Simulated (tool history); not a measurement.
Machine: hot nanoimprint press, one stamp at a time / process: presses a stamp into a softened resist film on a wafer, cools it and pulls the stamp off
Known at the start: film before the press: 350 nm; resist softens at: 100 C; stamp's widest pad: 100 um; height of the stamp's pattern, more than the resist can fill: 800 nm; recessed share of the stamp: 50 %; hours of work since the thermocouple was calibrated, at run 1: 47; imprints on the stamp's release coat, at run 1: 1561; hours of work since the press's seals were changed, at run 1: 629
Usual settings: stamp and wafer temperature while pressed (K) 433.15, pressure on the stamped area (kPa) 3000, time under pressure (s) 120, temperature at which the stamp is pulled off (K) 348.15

| run | hour | stamp and wafer temperature while pressed (K) | pressure on the stamped area (kPa) | time under pressure (s) | temperature at which the stamp is pulled off (K) | hours of work since the thermocouple was calibrated | imprints on the stamp's release coat | hours of work since the press's seals were changed | resist left under the stamp's widest pad (Å) | greatest force while the stamp is pulled off (N) |
|---|---|---|---|---|---|---|---|---|---|---|
| 1 | 0.0 | 433.15 | 3000 | 120 | 348.15 | 47 | 1561 | 629 | 2054 | 173 |
| 2 | 19.0 | 433.15 | 3000 | 120 | 348.15 | 55 | 1603 | 637 | 2077 | 176 |
|  | 41.3 | stamp cleaned and given a new release coat |
| 3 | 50.3 | 433.15 | 3000 | 120 | 348.15 | 66 | 20 | 647 | 2045 | 142 |
| 4 | 76.4 | 433.15 | 3000 | 120 | 348.15 | 77 | 78 | 658 | 2070 | 150 |
| 5 | 111.6 | 433.15 | 3000 | 83 | 348.15 | 92 | 155 | 673 | 2299 | 154 |
| 6 | 152.2 | 439.15 | 3000 | 120 | 348.15 | 109 | 245 | 690 | 1727 | 153 |
| 7 | 177.1 | 439.15 | 3000 | 120 | 348.15 | 119 | 300 | 701 | 1744 | 152 |
| 8 | 207.9 | 439.15 | 3000 | 120 | 348.15 | 132 | 368 | 714 | 1744 | 153 |
| 9 | 229.0 | 425.15 | 3000 | 120 | 348.15 | 141 | 414 | 723 | 2597 | 158 |
| 10 | 254.5 | 433.15 | 3000 | 120 | 348.15 | 152 | 471 | 734 | 2085 | 160 |
| 11 | 274.6 | 429.15 | 3000 | 120 | 348.15 | 161 | 515 | 742 | 2338 | 154 |
| 12 | 314.4 | 429.15 | 3000 | 120 | 348.15 | 177 | 603 | 759 | 2366 | 157 |
| 13 | 341.5 | 433.15 | 3000 | 120 | 333.15 | 189 | 662 | 770 | 2101 | 186 |
| 14 | 382.0 | 433.15 | 3000 | 120 | 333.15 | 206 | 752 | 787 | 2107 | 195 |
| 15 | 403.9 | 433.15 | 3790 | 120 | 348.15 | 215 | 800 | 797 | 1932 | 162 |
| 16 | 441.0 | 433.15 | 3000 | 102 | 348.15 | 231 | 882 | 812 | 2196 | 166 |
| 17 | 470.8 | 433.15 | 3000 | 102 | 348.15 | 243 | 948 | 825 | 2228 | 161 |
| 18 | 496.7 | 444.15 | 4240 | 187 | 354.15 | 254 | 1005 | 836 | 1089 | 147 |
| 19 | 526.3 | 444.15 | 4240 | 187 | 354.15 | 267 | 1070 | 848 | 1081 | 154 |
| 20 | 557.4 | 429.15 | 2580 | 187 | 354.15 | 280 | 1139 | 861 | 2257 | 154 |
| 21 | 592.8 | 440.15 | 2640 | 81 | 341.15 | 295 | 1217 | 876 | 2069 | 187 |
| 22 | 610.1 | 440.15 | 2640 | 81 | 341.15 | 302 | 1255 | 884 | 2085 | 183 |
| 23 | 638.7 | 440.15 | 2760 | 141 | 341.15 | 314 | 1318 | 896 | 1693 | 194 |
| 24 | 658.3 | 440.15 | 2760 | 141 | 341.15 | 323 | 1361 | 904 | 1715 | 190 |
| 25 | 695.8 | 440.15 | 2760 | 141 | 341.15 | 338 | 1444 | 920 | 1725 | 187 |
| 26 | 729.3 | 433.15 | 3000 | 187 | 348.15 | 353 | 1518 | 934 | 1885 | 179 |
| 27 | 748.1 | 422.15 | 2520 | 120 | 337.15 | 361 | 1560 | 942 | 2930 | 205 |
|  | 773.2 | plate thermocouple calibrated |
|  | 794.1 | stamp cleaned and given a new release coat |
| 28 | 794.9 | 422.15 | 2520 | 120 | 337.15 | 7 | 2 | 958 | 2867 | 160 |
| 29 | 832.9 | 440.15 | 2520 | 120 | 337.15 | 23 | 86 | 974 | 1785 | 170 |
| 30 | 860.1 | 440.15 | 2520 | 120 | 337.15 | 34 | 146 | 985 | 1787 | 173 |

Some steps in resist left under the stamp's widest pad (Å), run to run, broken into two amounts with sign: the step expected even without the hidden condition (settings, incoming material, random variation), and the rest, left for the hidden condition together with whatever gauge scatter is not in both the measured and the hidden-condition-free result:
Hidden state present: true temperature over the reading, C; pressure that arrives at the usual setting, %; grip of the stamp's worn release coat, % over a new coat's; drift of the gauge itself on residual_nm, %; drift of the gauge itself on pull_off_n, %.
Run 17 -> 18: stamp and wafer temperature while pressed (K) 433.15 -> 444.15, pressure on the stamped area (kPa) 3000 -> 4240, time under pressure (s) 102 -> 187, temperature at which the stamp is pulled off (K) 348.15 -> 354.15. resist left under the stamp's widest pad (Å) -1139: hidden state -33, all else -1106.
Run 19 -> 20: stamp and wafer temperature while pressed (K) 444.15 -> 429.15, pressure on the stamped area (kPa) 4240 -> 2580. resist left under the stamp's widest pad (Å) +1176: hidden state +41, all else +1135.
Run 27 -> 28: plate thermocouple calibrated, stamp cleaned and given a new release coat. resist left under the stamp's widest pad (Å) -63: hidden state -95, all else +32.
Run 28 -> 29: stamp and wafer temperature while pressed (K) 422.15 -> 440.15. resist left under the stamp's widest pad (Å) -1082: hidden state +14, all else -1096.
